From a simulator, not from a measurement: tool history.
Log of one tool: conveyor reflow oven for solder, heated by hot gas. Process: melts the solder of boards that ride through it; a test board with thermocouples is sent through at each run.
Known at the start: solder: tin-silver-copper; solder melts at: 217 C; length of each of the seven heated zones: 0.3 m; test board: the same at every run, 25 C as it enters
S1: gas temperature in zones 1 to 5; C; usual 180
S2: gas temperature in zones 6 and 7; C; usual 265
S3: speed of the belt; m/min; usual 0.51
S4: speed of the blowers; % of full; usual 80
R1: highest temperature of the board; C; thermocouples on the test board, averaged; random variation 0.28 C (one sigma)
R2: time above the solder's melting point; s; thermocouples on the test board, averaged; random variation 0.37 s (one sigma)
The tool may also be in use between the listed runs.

run,hour,S1,S2,S3,S4,R1,R2
1,0,180,265,0.51,80,253.6,56
2,12.3,180,265,0.51,80,254.1,56.8
3,20.7,180,265,0.51,80,253.5,57
4,32.4,180,265,0.51,80,254,57.5
5,40.8,180,265,0.51,80,253.6,56.9
6,52,180,265,0.51,80,253.8,57.1
7,65.2,180,265,0.51,80,253.8,56.8
8,73.7,180,265,0.51,80,253.9,57.2
9,81.3,180,270,0.51,80,258.5,58.7
10,92.7,180,270,0.51,80,258.9,59
11,106.5,180,270,0.469,80,260.3,66.2
12,120.3,180,265,0.51,80,254.1,56.4
13,131,180,265,0.51,69,252.7,55.7
14,147.3,180,265,0.51,69,252.3,55.5
15,163.6,180,265,0.51,69,252.7,55.9
16,179,191,255,0.576,63,242.1,45
17,194.7,191,255,0.576,63,242,45.7
18,211.5,191,267,0.576,63,251.9,51
19,225.6,189,265,0.467,54,253.5,65.1
20,241.1,180,257,0.603,80,242.4,40.2
21,252.4,180,265,0.556,61,248.6,47.4
22,263.5,175,265,0.556,58,247,44.2
23,279.1,182,262,0.556,68,248,49.2
24,289.7,179,265,0.51,51,248.9,52.6
25,300,167,265,0.435,81,256.1,64.5
26,311.8,167,271,0.435,61,259,65.2
# hour 333.2: flux residue cleaned out of gas plates and filters
27,333.4,180,256,0.609,81,241,38.6
28,348.8,179,265,0.61,80,248.2,43.4
29,359.8,182,265,0.525,85,254.2,55.7
30,373.2,182,265,0.466,89,257.1,66

Forecast each of these 4 alternatives for the next run:
A,381.9,168,265,0.51,56,?,?
B,381.9,192,276,0.51,71,?,?
C,381.9,191,275,0.51,80,?,?
D,381.9,172,265,0.466,89,?,?

run,R1,R2
A,248.3,48.1
B,264.6,66.5
C,264.4,66.3
D,256,62.3
Without the tool's hidden state the same runs would have given:
run,R1,R2
A,248.2,48
B,264.5,66.5
C,264.3,66.2
D,256,62.3

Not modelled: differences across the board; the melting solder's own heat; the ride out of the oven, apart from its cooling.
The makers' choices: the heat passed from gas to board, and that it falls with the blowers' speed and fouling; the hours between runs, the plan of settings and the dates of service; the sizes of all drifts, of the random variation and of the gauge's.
